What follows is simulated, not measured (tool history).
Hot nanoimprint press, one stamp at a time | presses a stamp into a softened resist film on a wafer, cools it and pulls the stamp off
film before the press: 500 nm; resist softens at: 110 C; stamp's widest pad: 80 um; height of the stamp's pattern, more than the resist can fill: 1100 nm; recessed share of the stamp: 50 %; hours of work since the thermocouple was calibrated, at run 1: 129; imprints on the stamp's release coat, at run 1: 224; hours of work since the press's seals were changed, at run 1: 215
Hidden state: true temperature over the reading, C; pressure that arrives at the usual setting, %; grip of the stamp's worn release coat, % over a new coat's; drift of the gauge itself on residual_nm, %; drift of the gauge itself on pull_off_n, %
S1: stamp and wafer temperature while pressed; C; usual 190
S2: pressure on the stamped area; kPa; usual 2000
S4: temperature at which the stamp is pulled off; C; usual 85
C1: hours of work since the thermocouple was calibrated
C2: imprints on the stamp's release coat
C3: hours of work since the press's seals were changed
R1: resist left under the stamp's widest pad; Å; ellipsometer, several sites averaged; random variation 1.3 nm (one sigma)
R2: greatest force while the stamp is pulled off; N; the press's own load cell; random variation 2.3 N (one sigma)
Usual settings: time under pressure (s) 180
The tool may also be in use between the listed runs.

{"run": 1, "hour": 0.0, "S1": 190, "S2": 2000, "time under pressure (s)": 180, "S4": 85, "C1": 129, "C2": 224, "C3": 215, "R1": 2072, "R2": 169}
{"run": 2, "hour": 8.7, "S1": 190, "S2": 2000, "time under pressure (s)": 180, "S4": 85, "C1": 135, "C2": 244, "C3": 220, "R1": 2085, "R2": 170}
{"run": 3, "hour": 18.0, "S1": 190, "S2": 2000, "time under pressure (s)": 180, "S4": 85, "C1": 141, "C2": 265, "C3": 227, "R1": 2103, "R2": 175}
{"run": 4, "hour": 24.0, "S1": 190, "S2": 2000, "time under pressure (s)": 180, "S4": 85, "C1": 145, "C2": 279, "C3": 231, "R1": 2083, "R2": 177}
{"run": 5, "hour": 33.6, "S1": 190, "S2": 2000, "time under pressure (s)": 180, "S4": 85, "C1": 151, "C2": 301, "C3": 237, "R1": 2091, "R2": 179}
{"run": 6, "hour": 45.2, "S1": 190, "S2": 2000, "time under pressure (s)": 180, "S4": 85, "C1": 159, "C2": 328, "C3": 244, "R1": 2101, "R2": 171}
{"run": 7, "hour": 56.2, "S1": 181, "S2": 2000, "time under pressure (s)": 180, "S4": 85, "C1": 166, "C2": 353, "C3": 252, "R1": 2695, "R2": 173}
{"run": 8, "hour": 67.3, "S1": 190, "S2": 2000, "time under pressure (s)": 180, "S4": 85, "C1": 173, "C2": 378, "C3": 259, "R1": 2090, "R2": 175}
{"run": 9, "hour": 77.4, "S1": 190, "S2": 2730, "time under pressure (s)": 180, "S4": 85, "C1": 180, "C2": 402, "C3": 265, "R1": 1796, "R2": 179}
{"run": 10, "hour": 85.5, "S1": 190, "S2": 2730, "time under pressure (s)": 180, "S4": 85, "C1": 185, "C2": 420, "C3": 271, "R1": 1829, "R2": 173}
{"run": 11, "hour": 95.0, "S1": 190, "S2": 2730, "time under pressure (s)": 180, "S4": 85, "C1": 191, "C2": 442, "C3": 277, "R1": 1835, "R2": 180}
{"run": 12, "hour": 102.7, "S1": 190, "S2": 2000, "time under pressure (s)": 180, "S4": 85, "C1": 196, "C2": 460, "C3": 282, "R1": 2076, "R2": 177}
{"run": 13, "hour": 113.0, "S1": 190, "S2": 2000, "time under pressure (s)": 180, "S4": 90, "C1": 203, "C2": 483, "C3": 289, "R1": 2099, "R2": 154}
{"run": 14, "hour": 124.9, "S1": 190, "S2": 2000, "time under pressure (s)": 180, "S4": 90, "C1": 211, "C2": 511, "C3": 297, "R1": 2110, "R2": 155}
{"hour": 136.3, "done": "stamp cleaned and given a new release coat"}
{"run": 15, "hour": 141.5, "S1": 190, "S2": 2000, "time under pressure (s)": 180, "S4": 85, "C1": 218, "C2": 12, "C3": 304, "R1": 2107, "R2": 164}
{"run": 16, "hour": 148.8, "S1": 194, "S2": 1700, "time under pressure (s)": 146, "S4": 71, "C1": 223, "C2": 29, "C3": 308, "R1": 2222, "R2": 234}
{"run": 17, "hour": 156.8, "S1": 195, "S2": 1700, "time under pressure (s)": 109, "S4": 79, "C1": 228, "C2": 47, "C3": 314, "R1": 2433, "R2": 195}
{"run": 18, "hour": 161.7, "S1": 199, "S2": 1700, "time under pressure (s)": 109, "S4": 79, "C1": 231, "C2": 58, "C3": 317, "R1": 2197, "R2": 196}
{"run": 19, "hour": 168.8, "S1": 195, "S2": 1890, "time under pressure (s)": 109, "S4": 79, "C1": 236, "C2": 75, "C3": 322, "R1": 2312, "R2": 199}
{"run": 20, "hour": 179.0, "S1": 184, "S2": 2710, "time under pressure (s)": 180, "S4": 91, "C1": 243, "C2": 98, "C3": 328, "R1": 2217, "R2": 145}
{"run": 21, "hour": 185.5, "S1": 190, "S2": 1580, "time under pressure (s)": 103, "S4": 85, "C1": 247, "C2": 113, "C3": 332, "R1": 2893, "R2": 169}
{"run": 22, "hour": 194.1, "S1": 190, "S2": 1580, "time under pressure (s)": 103, "S4": 85, "C1": 252, "C2": 133, "C3": 338, "R1": 2843, "R2": 168}
{"run": 23, "hour": 200.5, "S1": 190, "S2": 1320, "time under pressure (s)": 180, "S4": 85, "C1": 257, "C2": 147, "C3": 342, "R1": 2531, "R2": 169}
{"run": 24, "hour": 207.7, "S1": 190, "S2": 1470, "time under pressure (s)": 267, "S4": 85, "C1": 261, "C2": 164, "C3": 347, "R1": 2064, "R2": 170}
{"run": 25, "hour": 219.7, "S1": 201, "S2": 1450, "time under pressure (s)": 93, "S4": 75, "C1": 269, "C2": 192, "C3": 355, "R1": 2363, "R2": 223}
{"run": 26, "hour": 226.4, "S1": 199, "S2": 1760, "time under pressure (s)": 224, "S4": 91, "C1": 274, "C2": 207, "C3": 359, "R1": 1611, "R2": 143}
{"run": 27, "hour": 233.8, "S1": 188, "S2": 2080, "time under pressure (s)": 224, "S4": 91, "C1": 278, "C2": 224, "C3": 364, "R1": 2022, "R2": 144}
{"run": 28, "hour": 240.4, "S1": 188, "S2": 2080, "time under pressure (s)": 224, "S4": 91, "C1": 283, "C2": 239, "C3": 368, "R1": 2026, "R2": 143}
{"run": 29, "hour": 250.0, "S1": 187, "S2": 2000, "time under pressure (s)": 180, "S4": 85, "C1": 289, "C2": 261, "C3": 375, "R1": 2344, "R2": 174}

Forecast each of these 5 alternatives for the next run:
{"hour": 259.3, "done": "plate thermocouple calibrated"}
{"run": "A", "hour": 260.5, "S1": 187, "S2": 2660, "time under pressure (s)": 111, "S4": 85, "C1": 1, "C2": 278, "C3": 380, "R1": "?", "R2": "?"}
{"hour": 259.3, "done": "plate thermocouple calibrated"}
{"run": "B", "hour": 260.5, "S1": 184, "S2": 1270, "time under pressure (s)": 180, "S4": 71, "C1": 1, "C2": 278, "C3": 380, "R1": "?", "R2": "?"}
{"hour": 259.3, "done": "plate thermocouple calibrated"}
{"run": "C", "hour": 260.5, "S1": 186, "S2": 1430, "time under pressure (s)": 180, "S4": 85, "C1": 1, "C2": 278, "C3": 380, "R1": "?", "R2": "?"}
{"hour": 259.3, "done": "plate thermocouple calibrated"}
{"run": "D", "hour": 260.5, "S1": 190, "S2": 1280, "time under pressure (s)": 180, "S4": 85, "C1": 1, "C2": 278, "C3": 380, "R1": "?", "R2": "?"}
{"hour": 259.3, "done": "plate thermocouple calibrated"}
{"run": "E", "hour": 260.5, "S1": 190, "S2": 2000, "time under pressure (s)": 116, "S4": 85, "C1": 1, "C2": 278, "C3": 380, "R1": "?", "R2": "?"}

run=A R1=2392 R2=165
run=B R1=2871 R2=239
run=C R1=2635 R2=171
run=D R1=2445 R2=168
run=E R1=2439 R2=171
Without the tool's hidden state the same runs would have given:
run=A R1=2373 R2=157
run=B R1=2866 R2=228
run=C R1=2628 R2=163
run=D R1=2439 R2=161
run=E R1=2426 R2=163

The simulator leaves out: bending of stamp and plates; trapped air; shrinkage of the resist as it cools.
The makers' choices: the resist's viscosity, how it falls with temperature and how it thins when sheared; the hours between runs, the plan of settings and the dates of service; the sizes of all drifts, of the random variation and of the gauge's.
